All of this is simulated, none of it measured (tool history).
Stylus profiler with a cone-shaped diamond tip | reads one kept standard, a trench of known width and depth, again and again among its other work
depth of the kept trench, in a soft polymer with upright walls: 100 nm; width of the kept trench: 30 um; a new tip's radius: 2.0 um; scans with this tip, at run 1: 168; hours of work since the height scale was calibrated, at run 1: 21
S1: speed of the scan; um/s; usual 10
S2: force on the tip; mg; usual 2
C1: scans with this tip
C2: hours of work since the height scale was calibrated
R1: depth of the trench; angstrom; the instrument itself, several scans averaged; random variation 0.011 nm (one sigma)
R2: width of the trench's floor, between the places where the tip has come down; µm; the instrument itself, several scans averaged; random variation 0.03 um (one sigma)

run	hour	S1	S2	C1	C2	R1	R2
1	0	10	2	168	21	1006.8	28.63
2	29.9	10	1.27	277	35	1005	28.72
3	66.3	10	2	410	51	1006.7	28.7
4	98.2	10	2	527	66	1006.6	28.61
5	123.8	9	2	620	78	1006.6	28.65
6	158.4	10	2	747	94	1006.7	28.64
7	190.6	10	2	864	108	1006.6	28.61
8	225.5	10	2	992	124	1006.5	28.61
9	249.4	21	2	1080	135	1006.5	28.59
10	280.8	13	2	1194	150	1006.4	28.6
11	298.9	31	2	1260	158	1006.4	28.48
12	327.6	5	2	1365	171	1006.4	28.62
13	351.7	5	2	1453	182	1006.5	28.65
14	368.9	10	4.17	1516	190	1010.9	28.63
15	386.9	4	2.21	1582	198	1006.9	28.66
16	420.9	6	3.86	1706	214	1010	28.63
17	442.2	23	0.87	1784	224	1003.4	28.45
18	459.6	34	0.94	1848	232	1003.7	28.41
19	484.9	34	0.94	1940	243	1003.6	28.39
20	510.5	34	0.94	2034	255	1003.7	28.34
21	534.2	15	3.21	2121	266	1008.9	28.57
22	553.6	22	2.04	2191	275	1006.3	28.48
23	569.2	4	4.47	2248	282	1011.2	28.6
24	594.1	17	1.95	2340	293	1005.9	28.55
25	616.9	18	3.99	2423	304	1010.2	28.55
26	637.1	6	0.92	2496	313	1003.5	28.52
27	670.9	28	3.92	2620	329	1009.8	28.5

Forecast each of these 5 alternatives for the next run:
A	691.5	12	1.21	2696	338	?	?
B	691.5	2	0.9	2696	338	?	?
C	691.5	4	3.31	2696	338	?	?
D	691.5	8	2	2696	338	?	?
E	691.5	37	0.95	2696	338	?	?

run	R1	R2
A	1004.2	28.53
B	1003.4	28.61
C	1008.8	28.56
D	1006.3	28.53
E	1003.4	28.31
Without the tool's hidden state the same runs would have given:
run	R1	R2
A	1004.8	28.7
B	1004	28.77
C	1009.4	28.72
D	1006.9	28.7
E	1004	28.47

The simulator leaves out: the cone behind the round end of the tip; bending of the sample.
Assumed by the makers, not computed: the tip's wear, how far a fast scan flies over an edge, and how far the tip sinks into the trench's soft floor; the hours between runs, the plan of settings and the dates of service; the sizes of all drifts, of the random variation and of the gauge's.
